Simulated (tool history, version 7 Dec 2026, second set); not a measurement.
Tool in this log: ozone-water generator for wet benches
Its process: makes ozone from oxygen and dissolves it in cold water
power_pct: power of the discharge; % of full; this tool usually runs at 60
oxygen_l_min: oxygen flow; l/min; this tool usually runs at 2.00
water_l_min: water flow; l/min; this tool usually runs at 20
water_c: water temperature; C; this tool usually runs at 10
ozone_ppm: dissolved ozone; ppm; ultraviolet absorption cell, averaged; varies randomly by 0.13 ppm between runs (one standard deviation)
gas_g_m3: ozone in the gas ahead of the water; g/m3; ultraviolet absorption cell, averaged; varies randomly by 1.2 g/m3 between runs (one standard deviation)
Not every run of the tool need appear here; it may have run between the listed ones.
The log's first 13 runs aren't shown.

run 14 hour=424.0 | power_pct=60 oxygen_l_min=2.00 water_l_min=20 water_c=9 | ozone_ppm=13.1 gas_g_m3=213.6
-- hour=443.0 water thermometer calibrated
run 15 hour=451.8 | power_pct=60 oxygen_l_min=2.00 water_l_min=20 water_c=10 | ozone_ppm=13.4 gas_g_m3=213.5
run 16 hour=489.6 | power_pct=60 oxygen_l_min=2.00 water_l_min=20 water_c=10 | ozone_ppm=13.1 gas_g_m3=209.2
-- hour=522.1 contactor cleaned, once more
run 17 hour=538.7 | power_pct=57 oxygen_l_min=2.30 water_l_min=12 water_c=10 | ozone_ppm=21.6 gas_g_m3=191.3
run 18 hour=579.6 | power_pct=52 oxygen_l_min=3.45 water_l_min=20 water_c=10 | ozone_ppm=15.0 gas_g_m3=158.2
run 19 hour=604.8 | power_pct=50 oxygen_l_min=3.19 water_l_min=20 water_c=7 | ozone_ppm=14.3 gas_g_m3=158.0
run 20 hour=624.2 | power_pct=60 oxygen_l_min=1.06 water_l_min=20 water_c=5 | ozone_ppm=9.8 gas_g_m3=261.6
run 21 hour=670.3 | power_pct=90 oxygen_l_min=2.00 water_l_min=20 water_c=15 | ozone_ppm=17.9 gas_g_m3=291.9
run 22 hour=704.7 | power_pct=62 oxygen_l_min=2.66 water_l_min=20 water_c=10 | ozone_ppm=15.6 gas_g_m3=199.3
run 23 hour=740.8 | power_pct=77 oxygen_l_min=1.20 water_l_min=20 water_c=10 | ozone_ppm=12.9 gas_g_m3=305.0
run 24 hour=764.2 | power_pct=77 oxygen_l_min=1.20 water_l_min=20 water_c=10 | ozone_ppm=12.9 gas_g_m3=307.7
run 25 hour=783.7 | power_pct=69 oxygen_l_min=1.35 water_l_min=21 water_c=11 | ozone_ppm=11.8 gas_g_m3=270.9
run 26 hour=829.5 | power_pct=69 oxygen_l_min=1.35 water_l_min=21 water_c=11 | ozone_ppm=11.8 gas_g_m3=268.8
run 27 hour=875.0 | power_pct=93 oxygen_l_min=2.40 water_l_min=21 water_c=11 | ozone_ppm=19.5 gas_g_m3=284.9
run 28 hour=901.3 | power_pct=79 oxygen_l_min=1.54 water_l_min=20 water_c=10 | ozone_ppm=14.8 gas_g_m3=285.9
run 29 hour=926.8 | power_pct=52 oxygen_l_min=1.85 water_l_min=18 water_c=10 | ozone_ppm=12.8 gas_g_m3=194.0
run 30 hour=955.5 | power_pct=79 oxygen_l_min=2.66 water_l_min=27 water_c=10 | ozone_ppm=14.5 gas_g_m3=239.8
run 31 hour=993.8 | power_pct=47 oxygen_l_min=1.73 water_l_min=18 water_c=8 | ozone_ppm=11.6 gas_g_m3=183.0
run 32 hour=1023.3 | power_pct=47 oxygen_l_min=1.73 water_l_min=18 water_c=8 | ozone_ppm=11.6 gas_g_m3=181.7

3 options for the next run, each taken on its own from the tool as it stands now. Forecast them:
run A hour=1046.9 | power_pct=47 oxygen_l_min=1.24 water_l_min=18 water_c=8 | ozone_ppm=? gas_g_m3=?
run B hour=1046.9 | power_pct=65 oxygen_l_min=1.34 water_l_min=18 water_c=13 | ozone_ppm=? gas_g_m3=?
run C hour=1046.9 | power_pct=92 oxygen_l_min=1.42 water_l_min=25 water_c=10 | ozone_ppm=? gas_g_m3=?

run=A ozone_ppm=9.6 gas_g_m3=200.8
run=B ozone_ppm=12.9 gas_g_m3=255.8
run=C ozone_ppm=12.6 gas_g_m3=334.2
What these runs would have given with no unlogged condition in the tool:
run=A ozone_ppm=9.9 gas_g_m3=205.4
run=B ozone_ppm=13.4 gas_g_m3=264.0
run=C ozone_ppm=13.3 gas_g_m3=348.3
